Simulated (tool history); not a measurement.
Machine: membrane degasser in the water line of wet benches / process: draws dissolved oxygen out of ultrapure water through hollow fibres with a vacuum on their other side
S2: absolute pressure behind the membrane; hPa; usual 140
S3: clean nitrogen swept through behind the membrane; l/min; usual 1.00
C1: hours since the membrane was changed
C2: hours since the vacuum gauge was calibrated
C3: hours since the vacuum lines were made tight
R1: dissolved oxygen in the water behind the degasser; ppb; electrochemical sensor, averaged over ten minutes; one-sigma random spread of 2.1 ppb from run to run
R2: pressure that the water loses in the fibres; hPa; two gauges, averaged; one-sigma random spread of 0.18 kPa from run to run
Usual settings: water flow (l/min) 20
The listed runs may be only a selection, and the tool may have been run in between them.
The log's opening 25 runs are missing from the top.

{"run": 26, "day": 171.804, "water flow (l/min)": 14, "S2": 310, "S3": 0.55, "C1": 1444, "C2": 6369, "C3": 365, "R1": 1324.4, "R2": 226.7}
{"run": 27, "day": 179.725, "water flow (l/min)": 15, "S2": 132, "S3": 1.0, "C1": 1634, "C2": 6560, "C3": 555, "R1": 334.4, "R2": 242.7}
{"run": 28, "day": 189.946, "water flow (l/min)": 15, "S2": 132, "S3": 1.27, "C1": 1880, "C2": 6805, "C3": 801, "R1": 269.3, "R2": 244.9}
{"run": 29, "day": 197.908, "water flow (l/min)": 15, "S2": 131, "S3": 1.54, "C1": 2071, "C2": 6996, "C3": 992, "R1": 223.9, "R2": 241.1}
{"run": 30, "day": 208.975, "water flow (l/min)": 20, "S2": 140, "S3": 0.59, "C1": 2336, "C2": 7262, "C3": 1257, "R1": 707.2, "R2": 324.2}
{"run": 31, "day": 216.004, "water flow (l/min)": 27, "S2": 168, "S3": 2.74, "C1": 2505, "C2": 7430, "C3": 1426, "R1": 322.3, "R2": 439.5}
{"day": 223.462, "done": "vacuum gauge calibrated"}
{"run": 32, "day": 223.462, "water flow (l/min)": 30, "S2": 140, "S3": 0.51, "C1": 2684, "C2": 0, "C3": 1605, "R1": 1074.7, "R2": 481.6}
{"run": 33, "day": 231.95, "water flow (l/min)": 30, "S2": 140, "S3": 0.51, "C1": 2887, "C2": 204, "C3": 1808, "R1": 1063.2, "R2": 485.7}

Here are 3 independent what-if runs from the current tool condition. What would each one return?
{"run": "A", "day": 238.008, "water flow (l/min)": 20, "S2": 329, "S3": 0.45, "C1": 3033, "C2": 349, "C3": 1954, "R1": "?", "R2": "?"}
{"run": "B", "day": 238.008, "water flow (l/min)": 29, "S2": 140, "S3": 1.0, "C1": 3033, "C2": 349, "C3": 1954, "R1": "?", "R2": "?"}
{"run": "C", "day": 238.008, "water flow (l/min)": 31, "S2": 229, "S3": 1.43, "C1": 3033, "C2": 349, "C3": 1954, "R1": "?", "R2": "?"}

run=A R1=2072.5 R2=319.6
run=B R1=644.8 R2=468.6
run=C R1=876.4 R2=499.0
Without the tool's unlogged condition, the same runs would have read:
run=A R1=2072.2 R2=319.4
run=B R1=644.6 R2=468.2
run=C R1=876.1 R2=498.6
